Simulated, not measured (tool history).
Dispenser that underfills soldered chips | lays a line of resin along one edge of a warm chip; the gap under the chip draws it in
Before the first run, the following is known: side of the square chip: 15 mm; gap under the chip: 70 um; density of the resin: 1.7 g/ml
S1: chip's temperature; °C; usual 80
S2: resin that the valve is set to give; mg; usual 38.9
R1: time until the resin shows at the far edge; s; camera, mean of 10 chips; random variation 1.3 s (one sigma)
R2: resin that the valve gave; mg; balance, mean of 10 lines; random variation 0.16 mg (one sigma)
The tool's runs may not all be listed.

run	hour	S1	S2	R1	R2
1	0	80	38.9	152.1	37.75
# hour 6.2: new syringe of resin
2	15.2	80	38.9	156.7	37.14
# hour 20.2: new syringe of resin
3	26.1	80	38.9	141.7	37.01
# hour 35.1: new syringe of resin
4	37.5	80	38.9	133.1	36.74
# hour 49.6: new syringe of resin
5	49.6	87	38.9	94.1	36.06
6	59.4	87	38.9	123	36.16
# hour 64.3: new syringe of resin
7	66.6	80	38.9	131.1	36.15
8	76.2	80	38.9	167.1	35.47
# hour 79.3: new syringe of resin
9	84.5	89	38.9	100.4	35.24
# hour 94.1: new syringe of resin
10	96.9	89	38.9	94.4	35.11
11	105.1	89	38.9	117.1	35.02
# hour 108.2: new syringe of resin
12	114.3	72	38.9	195.9	34.49
# hour 116.6: dispensing valve cleaned and set on the balance
# hour 124.1: new syringe of resin
13	125.4	72	38.9	173.2	38.6
14	132.3	72	38.9	199.3	38.65
# hour 138.4: new syringe of resin
15	145.9	90	38.9	99.5	38.03
# hour 152.7: new syringe of resin
16	161.4	90	38.9	102.7	37.77
# hour 165.9: stage's temperature calibrated
# hour 169: new syringe of resin
17	174.5	90	38.9	101.1	37.58
18	182.4	90	38.9	127.4	37.47
# hour 184.1: new syringe of resin
19	193.9	90	38.9	112.3	36.72

For run 20, what comes out?
# hour 198.7: new syringe of resin
20	201.6	91	38.9	?	?

{"run 20": {"R1": 93.3, "R2": 36.71}}
With no hidden state in the tool, this same run would have given R1 85.3 s, R2 38.85 mg.

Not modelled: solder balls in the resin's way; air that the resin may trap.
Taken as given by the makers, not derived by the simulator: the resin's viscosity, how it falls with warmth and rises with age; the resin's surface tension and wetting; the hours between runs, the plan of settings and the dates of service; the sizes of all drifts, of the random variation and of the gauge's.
